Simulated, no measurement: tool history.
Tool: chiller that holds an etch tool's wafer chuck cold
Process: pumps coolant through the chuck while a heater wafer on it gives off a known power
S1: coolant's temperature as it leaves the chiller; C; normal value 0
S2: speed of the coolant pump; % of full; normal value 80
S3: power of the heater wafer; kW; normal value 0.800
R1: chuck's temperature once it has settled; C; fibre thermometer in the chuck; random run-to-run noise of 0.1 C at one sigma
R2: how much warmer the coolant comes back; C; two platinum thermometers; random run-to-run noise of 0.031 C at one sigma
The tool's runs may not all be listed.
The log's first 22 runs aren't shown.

{"run": 23, "hour": 1100.5, "S1": 1, "S2": 84, "S3": 0.729, "R1": 6.8, "R2": 2.98}
{"run": 24, "hour": 1146.2, "S1": -4, "S2": 92, "S3": 0.501, "R1": -0.3, "R2": 1.92}
{"run": 25, "hour": 1191.6, "S1": -4, "S2": 92, "S3": 0.501, "R1": -0.3, "R2": 1.91}
{"run": 26, "hour": 1231.5, "S1": -6, "S2": 73, "S3": 0.46, "R1": -1.8, "R2": 2.25}
{"run": 27, "hour": 1290.8, "S1": 3, "S2": 80, "S3": 0.8, "R1": 9.8, "R2": 3.45}
{"run": 28, "hour": 1333.3, "S1": -6, "S2": 80, "S3": 0.699, "R1": 0.0, "R2": 3.04}
{"run": 29, "hour": 1394.9, "S1": -6, "S2": 80, "S3": 0.699, "R1": -0.1, "R2": 3.11}
{"run": 30, "hour": 1426.1, "S1": -2, "S2": 60, "S3": 0.8, "R1": 6.5, "R2": 4.68}
{"run": 31, "hour": 1485.7, "S1": 5, "S2": 63, "S3": 0.8, "R1": 13.3, "R2": 4.42}

Branching from run 31: 4 alternative next runs. What would each branch give?
{"run": "A", "hour": 1544.9, "S1": 5, "S2": 63, "S3": 0.8, "R1": "?", "R2": "?"}
{"run": "B", "hour": 1544.9, "S1": 0, "S2": 89, "S3": 0.637, "R1": "?", "R2": "?"}
{"run": "C", "hour": 1544.9, "S1": 2, "S2": 63, "S3": 0.834, "R1": "?", "R2": "?"}
{"run": "D", "hour": 1544.9, "S1": -3, "S2": 85, "S3": 0.466, "R1": "?", "R2": "?"}

run=A R1=13.2 R2=4.43
run=B R1=5.0 R2=2.56
run=C R1=10.6 R2=4.65
run=D R1=0.7 R2=2.06
With the hidden condition removed and each run's random variation left untouched, the same runs would have given:
run=A R1=13.1 R2=4.10
run=B R1=5.0 R2=2.24
run=C R1=10.6 R2=4.32
run=D R1=0.7 R2=1.74

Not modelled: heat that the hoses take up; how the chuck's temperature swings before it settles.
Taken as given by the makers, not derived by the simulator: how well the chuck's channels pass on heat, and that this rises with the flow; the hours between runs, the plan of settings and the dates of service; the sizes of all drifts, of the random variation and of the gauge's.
